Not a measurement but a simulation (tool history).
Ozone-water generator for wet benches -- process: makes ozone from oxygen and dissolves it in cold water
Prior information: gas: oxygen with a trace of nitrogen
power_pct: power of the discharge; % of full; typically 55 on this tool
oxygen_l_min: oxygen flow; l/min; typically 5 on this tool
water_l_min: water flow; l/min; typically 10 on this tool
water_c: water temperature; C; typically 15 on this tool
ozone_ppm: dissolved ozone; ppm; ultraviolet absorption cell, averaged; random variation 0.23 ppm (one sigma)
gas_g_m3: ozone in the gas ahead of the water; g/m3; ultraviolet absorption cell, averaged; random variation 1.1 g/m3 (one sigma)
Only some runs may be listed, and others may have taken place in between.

{"run": 1, "day": 0.0, "power_pct": 55, "oxygen_l_min": 5, "water_l_min": 10, "water_c": 15, "ozone_ppm": 31.4, "gas_g_m3": 186.4}
{"run": 2, "day": 6.796, "power_pct": 55, "oxygen_l_min": 5, "water_l_min": 10, "water_c": 15, "ozone_ppm": 31.5, "gas_g_m3": 186.2}
{"run": 3, "day": 11.4, "power_pct": 55, "oxygen_l_min": 5, "water_l_min": 10, "water_c": 21, "ozone_ppm": 27.8, "gas_g_m3": 185.5}
{"run": 4, "day": 18.317, "power_pct": 55, "oxygen_l_min": 5, "water_l_min": 9, "water_c": 21, "ozone_ppm": 29.5, "gas_g_m3": 186.1}
{"run": 5, "day": 22.892, "power_pct": 55, "oxygen_l_min": 5, "water_l_min": 10, "water_c": 15, "ozone_ppm": 31.2, "gas_g_m3": 184.9}
{"day": 23.692, "done": "contactor cleaned"}
{"run": 6, "day": 29.508, "power_pct": 55, "oxygen_l_min": 5, "water_l_min": 10, "water_c": 15, "ozone_ppm": 30.7, "gas_g_m3": 185.7}
{"run": 7, "day": 34.721, "power_pct": 55, "oxygen_l_min": 5, "water_l_min": 10, "water_c": 15, "ozone_ppm": 30.6, "gas_g_m3": 183}
{"run": 8, "day": 42.046, "power_pct": 55, "oxygen_l_min": 5, "water_l_min": 10, "water_c": 15, "ozone_ppm": 30.5, "gas_g_m3": 183}
{"run": 9, "day": 46.017, "power_pct": 55, "oxygen_l_min": 5, "water_l_min": 10, "water_c": 13, "ozone_ppm": 31, "gas_g_m3": 183.1}
{"day": 47.979, "done": "contactor cleaned, once more"}
{"run": 10, "day": 49.342, "power_pct": 55, "oxygen_l_min": 5, "water_l_min": 10, "water_c": 13, "ozone_ppm": 33.9, "gas_g_m3": 182.6}
{"run": 11, "day": 52.942, "power_pct": 57, "oxygen_l_min": 3.21, "water_l_min": 10, "water_c": 15, "ozone_ppm": 34.7, "gas_g_m3": 245.6}
{"run": 12, "day": 58.65, "power_pct": 86, "oxygen_l_min": 7.32, "water_l_min": 9, "water_c": 16, "ozone_ppm": 38.5, "gas_g_m3": 186.3}
{"run": 13, "day": 64.225, "power_pct": 86, "oxygen_l_min": 7.32, "water_l_min": 9, "water_c": 16, "ozone_ppm": 38.6, "gas_g_m3": 184.4}
{"run": 14, "day": 69.788, "power_pct": 86, "oxygen_l_min": 7.32, "water_l_min": 9, "water_c": 16, "ozone_ppm": 38.3, "gas_g_m3": 186.3}
{"run": 15, "day": 76.425, "power_pct": 91, "oxygen_l_min": 6.49, "water_l_min": 9, "water_c": 16, "ozone_ppm": 40.5, "gas_g_m3": 202.8}
{"run": 16, "day": 81.896, "power_pct": 63, "oxygen_l_min": 3.36, "water_l_min": 10, "water_c": 15, "ozone_ppm": 36.1, "gas_g_m3": 247.6}
{"run": 17, "day": 85.142, "power_pct": 55, "oxygen_l_min": 3.36, "water_l_min": 10, "water_c": 15, "ozone_ppm": 33.1, "gas_g_m3": 230}
{"run": 18, "day": 90.092, "power_pct": 55, "oxygen_l_min": 3.36, "water_l_min": 10, "water_c": 15, "ozone_ppm": 33.2, "gas_g_m3": 230}
{"run": 19, "day": 93.675, "power_pct": 47, "oxygen_l_min": 8.48, "water_l_min": 15, "water_c": 7, "ozone_ppm": 23.5, "gas_g_m3": 120.9}

Forecast each of these 4 alternatives for the next run:
{"run": "A", "day": 97.388, "power_pct": 47, "oxygen_l_min": 2.59, "water_l_min": 10, "water_c": 14, "ozone_ppm": "?", "gas_g_m3": "?"}
{"run": "B", "day": 97.388, "power_pct": 60, "oxygen_l_min": 8.48, "water_l_min": 15, "water_c": 7, "ozone_ppm": "?", "gas_g_m3": "?"}
{"run": "C", "day": 97.388, "power_pct": 55, "oxygen_l_min": 3.2, "water_l_min": 7, "water_c": 9, "ozone_ppm": "?", "gas_g_m3": "?"}
{"run": "D", "day": 97.388, "power_pct": 47, "oxygen_l_min": 4.15, "water_l_min": 7, "water_c": 7, "ozone_ppm": "?", "gas_g_m3": "?"}

run=A ozone_ppm=31.4 gas_g_m3=245.4
run=B ozone_ppm=26.5 gas_g_m3=137.8
run=C ozone_ppm=46.5 gas_g_m3=237.7
run=D ozone_ppm=42.4 gas_g_m3=185
Without the tool's hidden state the same runs would have given:
run=A ozone_ppm=34.8 gas_g_m3=269.7
run=B ozone_ppm=30 gas_g_m3=154.1
run=C ozone_ppm=52 gas_g_m3=264.1
run=D ozone_ppm=46.9 gas_g_m3=203.3
